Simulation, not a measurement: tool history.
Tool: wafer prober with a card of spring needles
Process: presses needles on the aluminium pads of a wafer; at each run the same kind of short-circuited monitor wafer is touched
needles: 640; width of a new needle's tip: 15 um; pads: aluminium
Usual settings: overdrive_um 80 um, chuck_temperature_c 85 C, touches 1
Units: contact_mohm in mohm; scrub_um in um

{"run": 1, "day": 0.0, "overdrive_um": 80, "chuck_temperature_c": 85, "touches": 1, "contact_mohm": 209, "scrub_um": 17.53}
{"day": 0.146, "done": "tips cleaned on abrasive film"}
{"day": 0.329, "done": "tips cleaned on abrasive film"}
{"day": 0.517, "done": "tips cleaned on abrasive film"}
{"day": 0.7, "done": "tips cleaned on abrasive film"}
{"run": 2, "day": 0.758, "overdrive_um": 80, "chuck_temperature_c": 85, "touches": 1, "contact_mohm": 222, "scrub_um": 17.37}
{"day": 0.871, "done": "tips cleaned on abrasive film"}
{"day": 1.021, "done": "tips cleaned on abrasive film"}
{"day": 1.204, "done": "tips cleaned on abrasive film"}
{"run": 3, "day": 1.204, "overdrive_um": 80, "chuck_temperature_c": 85, "touches": 1, "contact_mohm": 210, "scrub_um": 17.42}
{"day": 1.388, "done": "tips cleaned on abrasive film"}
{"day": 1.571, "done": "tips cleaned on abrasive film"}
{"day": 1.754, "done": "tips cleaned on abrasive film"}
{"day": 1.9, "done": "tips cleaned on abrasive film"}
{"run": 4, "day": 1.996, "overdrive_um": 80, "chuck_temperature_c": 85, "touches": 2, "contact_mohm": 218, "scrub_um": 17.55}
{"day": 2.075, "done": "tips cleaned on abrasive film"}
{"day": 2.258, "done": "tips cleaned on abrasive film"}
{"day": 2.442, "done": "tips cleaned on abrasive film"}
{"day": 2.625, "done": "tips cleaned on abrasive film"}
{"run": 5, "day": 2.654, "overdrive_um": 80, "chuck_temperature_c": 85, "touches": 1, "contact_mohm": 216, "scrub_um": 17.28}
{"day": 2.804, "done": "tips cleaned on abrasive film"}
{"day": 2.95, "done": "tips cleaned on abrasive film"}
{"day": 3.133, "done": "tips cleaned on abrasive film"}
{"day": 3.317, "done": "tips cleaned on abrasive film"}
{"day": 3.504, "done": "tips cleaned on abrasive film"}
{"run": 6, "day": 3.646, "overdrive_um": 80, "chuck_temperature_c": 85, "touches": 1, "contact_mohm": 229, "scrub_um": 17.01}
{"day": 3.683, "done": "tips cleaned on abrasive film"}
{"day": 3.833, "done": "tips cleaned on abrasive film"}
{"day": 3.954, "done": "height of the first contact set anew"}
{"day": 4.029, "done": "tips cleaned on abrasive film"}
{"day": 4.212, "done": "tips cleaned on abrasive film"}
{"run": 7, "day": 4.229, "overdrive_um": 80, "chuck_temperature_c": 85, "touches": 1, "contact_mohm": 214, "scrub_um": 18.01}
{"day": 4.375, "done": "tips cleaned on abrasive film"}
{"day": 4.558, "done": "tips cleaned on abrasive film"}
{"day": 4.708, "done": "tips cleaned on abrasive film"}
{"day": 4.858, "done": "tips cleaned on abrasive film"}
{"run": 8, "day": 4.858, "overdrive_um": 68, "chuck_temperature_c": 120, "touches": 1, "contact_mohm": 222, "scrub_um": 15.35}
{"day": 5.042, "done": "tips cleaned on abrasive film"}
{"day": 5.225, "done": "tips cleaned on abrasive film"}
{"day": 5.408, "done": "tips cleaned on abrasive film"}
{"day": 5.592, "done": "tips cleaned on abrasive film"}
{"day": 5.775, "done": "tips cleaned on abrasive film"}
{"run": 9, "day": 5.85, "overdrive_um": 66, "chuck_temperature_c": 26, "touches": 1, "contact_mohm": 221, "scrub_um": 14.71}
{"day": 5.925, "done": "tips cleaned on abrasive film"}
{"day": 6.108, "done": "tips cleaned on abrasive film"}
{"day": 6.296, "done": "tips cleaned on abrasive film"}
{"day": 6.479, "done": "tips cleaned on abrasive film"}
{"day": 6.662, "done": "tips cleaned on abrasive film"}
{"run": 10, "day": 6.679, "overdrive_um": 80, "chuck_temperature_c": 98, "touches": 1, "contact_mohm": 219, "scrub_um": 17.94}
{"day": 6.829, "done": "tips cleaned on abrasive film"}
{"day": 7.012, "done": "tips cleaned on abrasive film"}
{"day": 7.162, "done": "tips cleaned on abrasive film"}
{"run": 11, "day": 7.162, "overdrive_um": 80, "chuck_temperature_c": 98, "touches": 1, "contact_mohm": 212, "scrub_um": 17.87}
{"day": 7.346, "done": "tips cleaned on abrasive film"}
{"day": 7.529, "done": "tips cleaned on abrasive film"}
{"day": 7.712, "done": "tips cleaned on abrasive film"}
{"day": 7.896, "done": "tips cleaned on abrasive film"}
{"run": 12, "day": 7.971, "overdrive_um": 80, "chuck_temperature_c": 85, "touches": 2, "contact_mohm": 215, "scrub_um": 17.91}
{"day": 8.046, "done": "tips cleaned on abrasive film"}
{"day": 8.196, "done": "tips cleaned on abrasive film"}
{"day": 8.379, "done": "tips cleaned on abrasive film"}
{"day": 8.525, "done": "tips cleaned on abrasive film"}
{"day": 8.675, "done": "tips cleaned on abrasive film"}
{"run": 13, "day": 8.675, "overdrive_um": 80, "chuck_temperature_c": 85, "touches": 1, "contact_mohm": 208, "scrub_um": 17.67}
{"day": 8.825, "done": "tips cleaned on abrasive film"}
{"day": 9.008, "done": "tips cleaned on abrasive film"}
{"day": 9.158, "done": "tips cleaned on abrasive film"}
{"day": 9.333, "done": "tips cleaned on abrasive film"}
{"run": 14, "day": 9.333, "overdrive_um": 84, "chuck_temperature_c": 29, "touches": 1, "contact_mohm": 198, "scrub_um": 18.68}

Measured less the same run without the tool's hidden state. The same run-to-run variation is in both; the gauge's scatter may not be:
The hidden state here: debris on the tips, nm; way that the needles fall short of the set height, um; tips' diameter, um; drift of the gauge itself on contact_mohm, %; drift of the gauge itself on scrub_um, %.
run=1 contact_mohm=+4 scrub_um=-0.59
run=2 contact_mohm=+15 scrub_um=-0.62
run=3 contact_mohm=+4 scrub_um=-0.66
run=4 contact_mohm=+12 scrub_um=-0.71
run=5 contact_mohm=+9 scrub_um=-0.74
run=6 contact_mohm=+23 scrub_um=-0.8
run=7 contact_mohm=+6 scrub_um=-0.02
run=8 contact_mohm=+5 scrub_um=-0.06
run=9 contact_mohm=+26 scrub_um=-0.12
run=10 contact_mohm=+8 scrub_um=-0.18
run=11 contact_mohm=+3 scrub_um=-0.2
run=12 contact_mohm=+10 scrub_um=-0.25
run=13 contact_mohm=+2 scrub_um=-0.3
run=14 contact_mohm=+3 scrub_um=-0.34
